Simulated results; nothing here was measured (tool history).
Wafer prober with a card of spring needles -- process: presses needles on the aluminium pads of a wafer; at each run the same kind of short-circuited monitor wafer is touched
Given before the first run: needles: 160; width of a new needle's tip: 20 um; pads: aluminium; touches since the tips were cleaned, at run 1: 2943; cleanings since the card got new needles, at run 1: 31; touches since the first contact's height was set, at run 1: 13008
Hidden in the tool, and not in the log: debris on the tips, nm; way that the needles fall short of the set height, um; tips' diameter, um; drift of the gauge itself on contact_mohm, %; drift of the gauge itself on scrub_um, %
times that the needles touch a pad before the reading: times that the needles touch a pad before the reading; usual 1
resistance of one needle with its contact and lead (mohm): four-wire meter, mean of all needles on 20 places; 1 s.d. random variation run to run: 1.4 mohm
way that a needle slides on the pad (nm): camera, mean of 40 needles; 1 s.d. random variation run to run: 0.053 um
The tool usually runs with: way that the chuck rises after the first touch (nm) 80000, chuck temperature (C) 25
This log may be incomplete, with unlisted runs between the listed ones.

run,day,way that the chuck rises after the first touch (nm),chuck temperature (C),times that the needles touch a pad before the reading,touches since the tips were cleaned,cleanings since the card got new needles,touches since the first contact's height was set,resistance of one needle with its contact and lead (mohm),way that a needle slides on the pad (nm)
1,0.000,80000,25,1,2943,31,13008,149,14950
# day 0.700: tips cleaned on abrasive film
2,1.721,99000,25,1,6114,32,23298,143,18780
# day 1.938: tips cleaned on abrasive film
# day 3.162: tips cleaned on abrasive film
# day 4.375: tips cleaned on abrasive film
3,4.521,99000,25,1,868,35,40023,128,18510
# day 5.508: tips cleaned on abrasive film
4,5.671,98000,25,1,970,36,46890,136,18350
# day 6.775: tips cleaned on abrasive film
5,7.642,98000,25,1,5187,37,58670,142,18410
# day 7.983: tips cleaned on abrasive film
# day 9.225: tips cleaned on abrasive film
6,9.762,98000,25,1,3236,39,71351,142,18250
# day 10.471: tips cleaned on abrasive film
# day 11.721: tips cleaned on abrasive film
7,11.846,98000,25,1,750,41,83803,129,18220
# day 12.850: tips cleaned on abrasive film
8,13.608,93000,25,1,4537,42,94329,147,17250
# day 14.117: tips cleaned on abrasive film
# day 15.346: tips cleaned on abrasive film
9,16.417,93000,25,1,6417,44,111116,145,17090
# day 16.558: tips cleaned on abrasive film
# day 17.833: tips cleaned on abrasive film
# day 18.971: tips cleaned on abrasive film
10,18.971,80000,25,1,0,47,126374,123,14730
# day 20.112: tips cleaned on abrasive film
# day 21.396: tips cleaned on abrasive film
11,21.396,80000,25,2,0,49,140857,123,14580
# day 22.521: tips cleaned on abrasive film
# day 23.750: tips cleaned on abrasive film
12,23.862,80000,25,2,676,51,155599,129,14640
# day 24.883: tips cleaned on abrasive film
13,25.017,80000,25,2,804,52,162507,131,14560
# day 26.133: tips cleaned on abrasive film
# day 27.421: tips cleaned on abrasive film
14,27.808,61000,28,2,2341,54,179198,153,10890
# day 28.629: tips cleaned on abrasive film
# day 29.825: tips cleaned on abrasive film
15,30.129,61000,28,2,1827,56,193048,145,10990
# day 30.967: tips cleaned on abrasive film
16,31.479,61000,28,2,3075,57,201129,151,10870
# day 32.142: tips cleaned on abrasive film
# day 33.288: tips cleaned on abrasive film
17,34.012,61000,28,2,4347,59,216277,158,10900
# day 34.417: tips cleaned on abrasive film
# day 35.604: tips cleaned on abrasive film
# day 36.388: height of the first contact set anew
18,36.388,68000,25,1,4623,61,0,169,12800
# day 36.838: tips cleaned on abrasive film
# day 37.975: tips cleaned on abrasive film
19,38.192,78000,52,1,1294,63,10770,145,14650
# day 39.121: tips cleaned on abrasive film
20,39.367,72000,25,3,1492,64,17797,131,13540
# day 40.325: tips cleaned on abrasive film
21,41.367,72000,109,3,6254,65,29761,148,13500

Alternative continuations, all from the tool just after run 21; predict every row:
# day 41.629: tips cleaned on abrasive film
A,42.542,79000,109,1,5458,66,36766,?,?
# day 41.629: tips cleaned on abrasive film
B,42.542,83000,83,2,5458,66,36766,?,?
# day 41.629: tips cleaned on abrasive film
C,42.542,63000,89,2,5458,66,36766,?,?
# day 41.629: tips cleaned on abrasive film
D,42.542,82000,77,2,5458,66,36766,?,?
# day 41.629: tips cleaned on abrasive film
E,42.542,72000,109,2,5458,66,36766,?,?

run,resistance of one needle with its contact and lead (mohm),way that a needle slides on the pad (nm)
A,165,14840
B,150,15560
C,163,11770
D,150,15490
E,158,13520
What these runs would have given with no unlogged condition in the tool:
run,resistance of one needle with its contact and lead (mohm),way that a needle slides on the pad (nm)
A,133,14940
B,131,15660
C,133,11870
D,131,15590
E,135,13620
